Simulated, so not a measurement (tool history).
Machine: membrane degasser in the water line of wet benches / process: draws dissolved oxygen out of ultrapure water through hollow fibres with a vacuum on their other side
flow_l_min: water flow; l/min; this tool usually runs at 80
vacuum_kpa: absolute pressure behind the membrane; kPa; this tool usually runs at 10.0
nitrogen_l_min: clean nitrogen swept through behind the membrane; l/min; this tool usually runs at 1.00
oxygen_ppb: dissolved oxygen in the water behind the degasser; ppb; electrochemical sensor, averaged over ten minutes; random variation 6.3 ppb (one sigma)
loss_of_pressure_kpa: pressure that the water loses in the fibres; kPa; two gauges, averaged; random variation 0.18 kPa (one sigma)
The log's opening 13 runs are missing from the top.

run,hour,flow_l_min,vacuum_kpa,nitrogen_l_min,hours since the membrane was changed,hours since the vacuum gauge was calibrated,hours since the vacuum lines were made tight,oxygen_ppb,loss_of_pressure_kpa
14,2320.3,80,10.0,1.00,10932,2740,3714,895.0,38.37
15,2506.7,80,10.0,1.00,11119,2926,3901,903.4,38.95
16,2615.4,80,10.0,1.00,11227,3035,4010,913.0,38.97
17,2777.9,77,10.0,1.00,11390,3197,4172,871.9,37.37
18,2930.7,77,10.0,1.00,11543,3350,4325,874.5,37.02
19,3160.0,77,10.0,0.42,11772,3580,4554,1373.5,37.67
20,3288.1,77,10.0,0.42,11900,3708,4682,1381.2,37.59
21,3521.7,77,10.0,0.42,12134,3941,4916,1387.9,37.38
22,3718.4,119,15.0,0.42,12330,4138,5113,2747.1,58.18
23,3848.6,80,23.8,0.90,12461,4268,5243,2407.9,39.58
24,4017.6,80,6.8,1.64,12630,4437,5412,400.3,39.52
25,4206.8,62,20.9,1.38,12819,4626,5601,1397.1,30.50
26,4434.1,62,20.9,1.38,13046,4854,5828,1376.8,30.40
27,4612.2,62,20.9,1.38,13224,5032,6006,1384.9,30.76
28,4741.0,62,20.9,1.38,13353,5160,6135,1369.5,30.59
29,4870.7,122,12.5,0.70,13483,5290,6265,1932.3,59.96
30,5101.1,122,12.5,0.70,13713,5521,6495,1959.5,60.24
31,5256.1,122,23.2,1.36,13868,5676,6650,2482.1,60.22

Alternative continuations, all from the tool just after run 31; predict every row:
# hour 5337.9: vacuum gauge calibrated
A,5431.4,65,10.0,2.86,14043,93,6825,?,?
# hour 5337.9: vacuum gauge calibrated
B,5431.4,122,10.5,0.43,14043,93,6825,?,?
# hour 5337.9: vacuum gauge calibrated
C,5431.4,122,8.5,1.44,14043,93,6825,?,?

run,oxygen_ppb,loss_of_pressure_kpa
A,354.4,31.98
B,1902.9,60.01
C,937.1,60.18
Without the tool's hidden state the same runs would have given:
run,oxygen_ppb,loss_of_pressure_kpa
A,342.9,28.95
B,1859.2,54.32
C,866.3,54.52
